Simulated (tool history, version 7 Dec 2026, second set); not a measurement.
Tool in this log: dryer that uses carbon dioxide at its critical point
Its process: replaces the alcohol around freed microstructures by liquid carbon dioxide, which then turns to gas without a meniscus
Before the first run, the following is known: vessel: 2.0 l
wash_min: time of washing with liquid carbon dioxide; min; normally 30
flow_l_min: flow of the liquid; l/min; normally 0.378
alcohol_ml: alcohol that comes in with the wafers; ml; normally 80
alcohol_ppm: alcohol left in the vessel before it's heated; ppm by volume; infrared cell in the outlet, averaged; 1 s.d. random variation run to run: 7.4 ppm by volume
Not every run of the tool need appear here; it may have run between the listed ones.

| run | day | wash_min | flow_l_min | alcohol_ml | alcohol_ppm |
|---|---|---|---|---|---|
| 1 | 0.000 | 30 | 0.378 | 80 | 425 |
| 2 | 0.358 | 30 | 0.378 | 77 | 410 |
| 3 | 0.675 | 30 | 0.391 | 80 | 355 |
| 4 | 0.942 | 26 | 0.378 | 80 | 794 |
| 5 | 1.283 | 26 | 0.378 | 80 | 770 |
| 6 | 1.471 | 26 | 0.378 | 80 | 794 |
| 7 | 1.658 | 30 | 0.495 | 80 | 113 |
| 8 | 1.821 | 40 | 0.495 | 80 | 23 |
| 9 | 2.058 | 40 | 0.495 | 80 | 32 |
| 10 | 2.400 | 40 | 0.495 | 80 | 21 |
| 11 | 2.675 | 48 | 0.495 | 80 | 17 |
| 12 | 2.867 | 19 | 0.495 | 80 | 869 |
| 13 | 3.075 | 19 | 0.495 | 80 | 877 |
| 14 | 3.275 | 30 | 0.424 | 80 | 260 |
| 15 | 3.554 | 20 | 0.378 | 80 | 2015 |
| 16 | 3.725 | 20 | 0.378 | 80 | 1996 |
| 17 | 3.908 | 20 | 0.378 | 80 | 2008 |
| 18 | 4.083 | 20 | 0.378 | 80 | 1981 |
| 19 | 4.246 | 20 | 0.378 | 80 | 2026 |
| 20 | 4.475 | 20 | 0.378 | 80 | 2040 |
| 21 | 4.771 | 30 | 0.411 | 80 | 316 |
| 22 | 5.162 | 30 | 0.378 | 94 | 550 |
| 23 | 5.517 | 30 | 0.378 | 94 | 562 |
| 24 | 5.775 | 30 | 0.378 | 94 | 566 |
| 25 | 6.029 | 30 | 0.378 | 94 | 579 |
| 26 | 6.308 | 29 | 0.378 | 32 | 225 |
| 27 | 6.500 | 22 | 0.600 | 25 | 83 |
| 28 | 6.704 | 43 | 0.378 | 80 | 92 |
| 29 | 7.038 | 22 | 0.378 | 44 | 880 |
| 30 | 7.392 | 39 | 0.378 | 30 | 70 |
| 31 | 7.654 | 26 | 0.378 | 36 | 407 |
| 32 | 7.871 | 26 | 0.256 | 34 | 1404 |
| 33 | 8.142 | 26 | 0.256 | 34 | 1414 |
| 34 | 8.358 | 26 | 0.256 | 34 | 1361 |
| 35 | 8.529 | 31 | 0.256 | 100 | 2590 |
| 36 | 8.758 | 45 | 0.561 | 120 | 24 |
| 37 | 9.075 | 26 | 0.378 | 108 | 1241 |
| 38 | 9.396 | 22 | 0.251 | 36 | 2306 |
| 39 | 9.596 | 38 | 0.229 | 45 | 897 |
| 40 | 9.900 | 38 | 0.229 | 45 | 911 |
| 41 | 10.171 | 38 | 0.229 | 45 | 927 |
| 42 | 10.508 | 38 | 0.229 | 45 | 938 |
| 43 | 10.696 | 38 | 0.229 | 45 | 909 |
| 44 | 10.917 | 38 | 0.229 | 45 | 938 |
| 45 | 11.175 | 34 | 0.325 | 98 | 757 |
| 46 | 11.542 | 36 | 0.295 | 37 | 378 |

Measured minus without-hidden-state, run by run (identical run-to-run variation in each term; gauge scatter may differ):
What the log doesn't record here: flow that reaches the vessel past the clogged filter, %; alcohol in the recycled carbon dioxide, ppm; drift of the gauge itself on alcohol_ppm, %.
| run | alcohol_ppm |
|---|---|
| 1 | +60 |
| 2 | +61 |
| 3 | +59 |
| 4 | +104 |
| 5 | +105 |
| 6 | +111 |
| 7 | +31 |
| 8 | +17 |
| 9 | +18 |
| 10 | +18 |
| 11 | +16 |
| 12 | +137 |
| 13 | +141 |
| 14 | +62 |
| 15 | +260 |
| 16 | +261 |
| 17 | +270 |
| 18 | +270 |
| 19 | +280 |
| 20 | +286 |
| 21 | +81 |
| 22 | +126 |
| 23 | +132 |
| 24 | +136 |
| 25 | +140 |
| 26 | +64 |
| 27 | +34 |
| 28 | +41 |
| 29 | +172 |
| 30 | +34 |
| 31 | +104 |
| 32 | +225 |
| 33 | +229 |
| 34 | +224 |
| 35 | +486 |
| 36 | +24 |
| 37 | +307 |
| 38 | +334 |
| 39 | +202 |
| 40 | +210 |
| 41 | +217 |
| 42 | +221 |
| 43 | +218 |
| 44 | +228 |
| 45 | +230 |
| 46 | +121 |
